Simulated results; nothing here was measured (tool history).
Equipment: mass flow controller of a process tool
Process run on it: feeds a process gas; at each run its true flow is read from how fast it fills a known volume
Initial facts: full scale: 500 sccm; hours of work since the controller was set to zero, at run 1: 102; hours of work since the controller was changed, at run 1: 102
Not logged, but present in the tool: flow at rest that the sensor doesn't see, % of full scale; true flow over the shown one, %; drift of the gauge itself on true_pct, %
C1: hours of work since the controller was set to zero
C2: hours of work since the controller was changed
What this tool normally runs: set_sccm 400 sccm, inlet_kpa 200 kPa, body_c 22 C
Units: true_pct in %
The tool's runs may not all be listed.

{"run": 1, "hour": 0.0, "set_sccm": 400, "inlet_kpa": 200, "body_c": 22, "C1": 102, "C2": 102, "true_pct": 99.77}
{"run": 2, "hour": 66.1, "set_sccm": 400, "inlet_kpa": 200, "body_c": 22, "C1": 142, "C2": 142, "true_pct": 99.84}
{"run": 3, "hour": 146.7, "set_sccm": 400, "inlet_kpa": 200, "body_c": 22, "C1": 191, "C2": 191, "true_pct": 100.03}
{"run": 4, "hour": 211.8, "set_sccm": 400, "inlet_kpa": 200, "body_c": 22, "C1": 231, "C2": 231, "true_pct": 99.98}
{"run": 5, "hour": 284.0, "set_sccm": 400, "inlet_kpa": 200, "body_c": 22, "C1": 275, "C2": 275, "true_pct": 99.9}
{"run": 6, "hour": 386.2, "set_sccm": 400, "inlet_kpa": 200, "body_c": 36, "C1": 337, "C2": 337, "true_pct": 99.48}
{"run": 7, "hour": 481.7, "set_sccm": 400, "inlet_kpa": 200, "body_c": 36, "C1": 395, "C2": 395, "true_pct": 99.34}
{"run": 8, "hour": 547.6, "set_sccm": 400, "inlet_kpa": 200, "body_c": 22, "C1": 435, "C2": 435, "true_pct": 100.3}
{"run": 9, "hour": 625.6, "set_sccm": 400, "inlet_kpa": 200, "body_c": 22, "C1": 482, "C2": 482, "true_pct": 100.22}
{"run": 10, "hour": 680.8, "set_sccm": 400, "inlet_kpa": 259, "body_c": 22, "C1": 516, "C2": 516, "true_pct": 99.72}
{"run": 11, "hour": 760.9, "set_sccm": 62, "inlet_kpa": 259, "body_c": 22, "C1": 564, "C2": 564, "true_pct": 98.58}
{"run": 12, "hour": 807.4, "set_sccm": 452, "inlet_kpa": 142, "body_c": 23, "C1": 592, "C2": 592, "true_pct": 100.97}
{"run": 13, "hour": 889.0, "set_sccm": 154, "inlet_kpa": 142, "body_c": 23, "C1": 642, "C2": 642, "true_pct": 99.93}
{"hour": 906.2, "done": "gauge calibrated"}
{"run": 14, "hour": 933.9, "set_sccm": 99, "inlet_kpa": 200, "body_c": 39, "C1": 669, "C2": 669, "true_pct": 97.8}
{"run": 15, "hour": 993.1, "set_sccm": 99, "inlet_kpa": 200, "body_c": 39, "C1": 705, "C2": 705, "true_pct": 97.82}
{"run": 16, "hour": 1043.3, "set_sccm": 99, "inlet_kpa": 200, "body_c": 39, "C1": 736, "C2": 736, "true_pct": 98.03}
{"run": 17, "hour": 1092.4, "set_sccm": 99, "inlet_kpa": 200, "body_c": 39, "C1": 765, "C2": 765, "true_pct": 98.01}
{"run": 18, "hour": 1139.2, "set_sccm": 99, "inlet_kpa": 200, "body_c": 39, "C1": 794, "C2": 794, "true_pct": 97.98}
{"run": 19, "hour": 1219.7, "set_sccm": 99, "inlet_kpa": 200, "body_c": 39, "C1": 843, "C2": 843, "true_pct": 98.03}
{"run": 20, "hour": 1274.1, "set_sccm": 99, "inlet_kpa": 200, "body_c": 39, "C1": 876, "C2": 876, "true_pct": 98.13}

Consider 4 possible next runs. They are alternatives, not a sequence: every one starts from the tool as it was left by run 20. What does each give?
{"run": "A", "hour": 1361.0, "set_sccm": 198, "inlet_kpa": 147, "body_c": 32, "C1": 929, "C2": 929, "true_pct": "?"}
{"run": "B", "hour": 1361.0, "set_sccm": 69, "inlet_kpa": 275, "body_c": 20, "C1": 929, "C2": 929, "true_pct": "?"}
{"run": "C", "hour": 1361.0, "set_sccm": 99, "inlet_kpa": 196, "body_c": 40, "C1": 929, "C2": 929, "true_pct": "?"}
{"run": "D", "hour": 1361.0, "set_sccm": 400, "inlet_kpa": 217, "body_c": 22, "C1": 929, "C2": 929, "true_pct": "?"}

run=A true_pct=99.25
run=B true_pct=98.46
run=C true_pct=98.19
run=D true_pct=99.86
Without the tool's unlogged condition, the same runs would have read:
run=A true_pct=98.94
run=B true_pct=98.15
run=C true_pct=97.88
run=D true_pct=99.55
